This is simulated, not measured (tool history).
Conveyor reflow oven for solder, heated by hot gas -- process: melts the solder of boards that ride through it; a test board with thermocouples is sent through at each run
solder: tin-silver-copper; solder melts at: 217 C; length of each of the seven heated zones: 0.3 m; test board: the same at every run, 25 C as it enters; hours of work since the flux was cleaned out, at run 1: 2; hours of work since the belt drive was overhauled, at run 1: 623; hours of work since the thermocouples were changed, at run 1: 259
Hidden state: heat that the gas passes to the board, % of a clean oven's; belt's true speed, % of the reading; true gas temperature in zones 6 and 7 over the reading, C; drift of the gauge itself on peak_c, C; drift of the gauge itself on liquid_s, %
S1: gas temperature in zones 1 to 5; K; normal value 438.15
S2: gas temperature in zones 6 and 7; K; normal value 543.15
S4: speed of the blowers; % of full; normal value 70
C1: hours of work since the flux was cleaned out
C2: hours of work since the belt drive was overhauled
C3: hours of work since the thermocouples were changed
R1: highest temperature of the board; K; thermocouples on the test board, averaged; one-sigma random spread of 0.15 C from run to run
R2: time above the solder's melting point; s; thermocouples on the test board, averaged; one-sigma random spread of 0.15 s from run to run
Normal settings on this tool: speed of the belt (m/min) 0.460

{"run": 1, "hour": 0.0, "S1": 438.15, "S2": 543.15, "speed of the belt (m/min)": 0.46, "S4": 70, "C1": 2, "C2": 623, "C3": 259, "R1": 528.65, "R2": 58.6}
{"run": 2, "hour": 20.9, "S1": 438.15, "S2": 554.15, "speed of the belt (m/min)": 0.46, "S4": 70, "C1": 18, "C2": 638, "C3": 275, "R1": 538.15, "R2": 64.2}
{"run": 3, "hour": 46.2, "S1": 444.15, "S2": 543.15, "speed of the belt (m/min)": 0.46, "S4": 70, "C1": 36, "C2": 657, "C3": 293, "R1": 529.25, "R2": 61.5}
{"run": 4, "hour": 57.9, "S1": 444.15, "S2": 543.15, "speed of the belt (m/min)": 0.46, "S4": 65, "C1": 45, "C2": 665, "C3": 302, "R1": 527.75, "R2": 60.1}
{"run": 5, "hour": 75.4, "S1": 444.15, "S2": 543.15, "speed of the belt (m/min)": 0.46, "S4": 65, "C1": 58, "C2": 678, "C3": 315, "R1": 527.65, "R2": 60.1}
{"run": 6, "hour": 87.6, "S1": 444.15, "S2": 543.15, "speed of the belt (m/min)": 0.46, "S4": 65, "C1": 67, "C2": 687, "C3": 324, "R1": 528.05, "R2": 59.9}
{"run": 7, "hour": 112.3, "S1": 445.15, "S2": 543.15, "speed of the belt (m/min)": 0.46, "S4": 70, "C1": 85, "C2": 705, "C3": 342, "R1": 529.25, "R2": 61.5}
{"run": 8, "hour": 128.8, "S1": 445.15, "S2": 543.15, "speed of the belt (m/min)": 0.46, "S4": 70, "C1": 97, "C2": 717, "C3": 354, "R1": 529.15, "R2": 61.5}
{"run": 9, "hour": 145.7, "S1": 445.15, "S2": 543.15, "speed of the belt (m/min)": 0.46, "S4": 70, "C1": 110, "C2": 730, "C3": 367, "R1": 528.75, "R2": 61.5}
{"run": 10, "hour": 162.7, "S1": 445.15, "S2": 543.15, "speed of the belt (m/min)": 0.46, "S4": 70, "C1": 122, "C2": 742, "C3": 379, "R1": 528.95, "R2": 61.6}
{"hour": 169.9, "done": "flux residue cleaned out of gas plates and filters"}
{"run": 11, "hour": 186.8, "S1": 445.15, "S2": 543.15, "speed of the belt (m/min)": 0.46, "S4": 70, "C1": 12, "C2": 756, "C3": 393, "R1": 528.65, "R2": 61.2}
{"run": 12, "hour": 200.2, "S1": 445.15, "S2": 543.15, "speed of the belt (m/min)": 0.46, "S4": 70, "C1": 22, "C2": 766, "C3": 403, "R1": 528.35, "R2": 61.0}
{"run": 13, "hour": 213.2, "S1": 438.15, "S2": 543.15, "speed of the belt (m/min)": 0.46, "S4": 70, "C1": 32, "C2": 776, "C3": 413, "R1": 527.75, "R2": 58.0}
{"hour": 239.4, "done": "flux residue cleaned out of gas plates and filters, once more"}
{"run": 14, "hour": 241.3, "S1": 444.15, "S2": 549.15, "speed of the belt (m/min)": 0.461, "S4": 70, "C1": 1, "C2": 793, "C3": 430, "R1": 534.55, "R2": 64.4}
{"run": 15, "hour": 266.8, "S1": 444.15, "S2": 549.15, "speed of the belt (m/min)": 0.461, "S4": 70, "C1": 20, "C2": 812, "C3": 449, "R1": 534.65, "R2": 64.4}
{"run": 16, "hour": 284.4, "S1": 438.15, "S2": 541.15, "speed of the belt (m/min)": 0.46, "S4": 70, "C1": 33, "C2": 825, "C3": 462, "R1": 526.55, "R2": 57.9}
{"run": 17, "hour": 309.4, "S1": 441.15, "S2": 533.15, "speed of the belt (m/min)": 0.455, "S4": 76, "C1": 52, "C2": 843, "C3": 480, "R1": 521.15, "R2": 55.9}
{"run": 18, "hour": 322.8, "S1": 438.15, "S2": 544.15, "speed of the belt (m/min)": 0.46, "S4": 80, "C1": 61, "C2": 853, "C3": 490, "R1": 531.65, "R2": 61.2}
{"hour": 346.8, "done": "thermocouples of zones 6 and 7 changed"}
{"run": 19, "hour": 347.6, "S1": 438.15, "S2": 535.15, "speed of the belt (m/min)": 0.468, "S4": 80, "C1": 78, "C2": 870, "C3": 1, "R1": 522.75, "R2": 54.7}
{"run": 20, "hour": 371.8, "S1": 438.15, "S2": 541.15, "speed of the belt (m/min)": 0.529, "S4": 67, "C1": 96, "C2": 888, "C3": 18, "R1": 520.55, "R2": 44.6}
{"run": 21, "hour": 394.3, "S1": 431.15, "S2": 543.15, "speed of the belt (m/min)": 0.46, "S4": 62, "C1": 113, "C2": 904, "C3": 35, "R1": 524.95, "R2": 53.5}
{"run": 22, "hour": 418.6, "S1": 431.15, "S2": 535.15, "speed of the belt (m/min)": 0.46, "S4": 67, "C1": 130, "C2": 922, "C3": 53, "R1": 519.05, "R2": 49.3}
{"run": 23, "hour": 438.3, "S1": 438.15, "S2": 541.15, "speed of the belt (m/min)": 0.434, "S4": 56, "C1": 145, "C2": 937, "C3": 67, "R1": 524.15, "R2": 58.5}
{"run": 24, "hour": 458.6, "S1": 438.15, "S2": 541.15, "speed of the belt (m/min)": 0.434, "S4": 56, "C1": 160, "C2": 951, "C3": 82, "R1": 524.05, "R2": 58.2}
{"run": 25, "hour": 477.3, "S1": 438.15, "S2": 541.15, "speed of the belt (m/min)": 0.434, "S4": 56, "C1": 174, "C2": 965, "C3": 96, "R1": 524.35, "R2": 58.4}

Describe how what the log doesn't record of the tool's condition differs between the last listed run preceding each entry between runs and the first listed run following it.
Run 10 -> run 11: flux residue cleaned out of gas plates and filters (hour 169.9)
  heat that the gas passes to the board, % of a clean oven's: 96.4 -> 95; belt's true speed, % of the reading: 98.89 -> 98.87; true gas temperature in zones 6 and 7 over the reading, C: 0.09 -> 0.11
  measured result minus the result with no hidden state, R1: -0.40 -> -0.70 K; R2: +0.3 -> +0.0 s
Run 13 -> run 14: flux residue cleaned out of gas plates and filters, once more (hour 239.4)
  heat that the gas passes to the board, % of a clean oven's: 94.4 -> 99; belt's true speed, % of the reading: 98.84 -> 98.81; true gas temperature in zones 6 and 7 over the reading, C: 0.14 -> 0.17
  measured result minus the result with no hidden state, R1: -0.90 -> +0.30 K; R2: -0.2 -> +0.9 s
Run 18 -> run 19: thermocouples of zones 6 and 7 changed (hour 346.8)
  heat that the gas passes to the board, % of a clean oven's: 97.2 -> 96.7; belt's true speed, % of the reading: 98.71 -> 98.68; true gas temperature in zones 6 and 7 over the reading, C: 0.26 -> 0.47
  measured result minus the result with no hidden state, R1: -0.10 -> +0.00 K; R2: +0.7 -> +0.6 s
